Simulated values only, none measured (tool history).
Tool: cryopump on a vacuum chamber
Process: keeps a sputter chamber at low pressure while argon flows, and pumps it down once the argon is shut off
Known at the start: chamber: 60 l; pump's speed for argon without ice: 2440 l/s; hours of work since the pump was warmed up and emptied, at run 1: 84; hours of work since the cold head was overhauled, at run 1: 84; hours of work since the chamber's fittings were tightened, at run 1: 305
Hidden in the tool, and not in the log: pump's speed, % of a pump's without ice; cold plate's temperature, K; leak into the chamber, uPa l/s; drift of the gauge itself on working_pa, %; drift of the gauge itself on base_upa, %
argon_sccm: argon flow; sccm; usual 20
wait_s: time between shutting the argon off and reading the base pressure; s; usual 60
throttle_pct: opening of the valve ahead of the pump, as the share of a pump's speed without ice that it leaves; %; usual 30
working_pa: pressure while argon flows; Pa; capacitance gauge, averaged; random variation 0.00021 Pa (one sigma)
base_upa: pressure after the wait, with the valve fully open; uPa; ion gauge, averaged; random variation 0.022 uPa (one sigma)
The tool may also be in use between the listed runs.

run   hour  argon_sccm  wait_s  throttle_pct  hours of work since the pump was warmed up and emptied  hours of work since the cold head was overhauled  hours of work since the chamber's fittings were tightened  working_pa  base_upa
  1      0          20      60            30                                                      84                                                84                                                        305      0.0468      0.71
  2   28.7          38      60            30                                                     103                                               103                                                        324       0.089      0.72
  3   54.6          38      60            30                                                     120                                               120                                                        342       0.089      0.68
  4   90.2          38      60            30                                                     144                                               144                                                        365      0.0888      0.66
  5  137.1          20      60            30                                                     175                                               175                                                        396      0.0464      0.73
  6    164          20      60            30                                                     193                                               193                                                        414       0.047      0.75
  7  194.4          20      60            30                                                     213                                               213                                                        434      0.0467       0.8
  8  225.6          20      60            30                                                     234                                               234                                                        455      0.0472      0.77
  9  255.3          20      83            30                                                     253                                               253                                                        475      0.0468      0.68
 10  293.6          20      83            50                                                     279                                               279                                                        500      0.0286      0.72
 11    334          20      83            50                                                     306                                               306                                                        527      0.0286      0.72
 12  383.9          20      83            50                                                     339                                               339                                                        560      0.0292      0.73
 13  429.4          20      83            50                                                     369                                               369                                                        590      0.0292      0.78
 14  464.3          20      83            50                                                     392                                               392                                                        613      0.0289      0.79
 15  487.3          29      55            55                                                     407                                               407                                                        629      0.0388      0.94
 16  529.3          29      27            31                                                     435                                               435                                                        657      0.0672      1.46
 17  563.5          27     199            30                                                     458                                               458                                                        679      0.0651      0.65
 18  596.9          20      60            19                                                     480                                               480                                                        701       0.075      1.01
 19  632.4          20      60            19                                                     504                                               504                                                        725      0.0751      0.97
 20  671.1          20      60            19                                                     529                                               529                                                        751       0.075      0.99
 21  707.5          20      60            19                                                     553                                               553                                                        775      0.0756      0.98
 22    730          13      60            25                                                     568                                               568                                                        790      0.0375      1.04
 23  751.1          17      60            21                                                     582                                               582                                                        804      0.0585         1
 24  778.1          23      60            45                                                     600                                               600                                                        821      0.0383      1.04
 25  803.8          28      60            46                                                     617                                               617                                                        839      0.0457      1.04
 26  834.8          15     135            16                                                     638                                               638                                                        859      0.0668      0.87
 27  878.4          15     135            16                                                     667                                               667                                                        888      0.0669      0.89

5 ways to go on from here, each from the tool as it stands after run 27. What would each give?
  A  928.5          20     139            51                                                     700                                               700                                                        921           ?         ?
  B  928.5          29     191            50                                                     700                                               700                                                        921           ?         ?
  C  928.5          15     201            16                                                     700                                               700                                                        921           ?         ?
  D  928.5          20      60            52                                                     700                                               700                                                        921           ?         ?
  E  928.5          20      39            22                                                     700                                               700                                                        921           ?         ?

run  working_pa  base_upa
  A      0.0304       0.9
  B      0.0444      0.84
  C      0.0673      0.86
  D      0.0296      1.13
  E      0.0661      1.34
Without the tool's hidden state the same runs would have given:
run  working_pa  base_upa
  A      0.0276      0.29
  B      0.0402      0.23
  C      0.0652      0.27
  D      0.0267      0.53
  E      0.0632      0.73
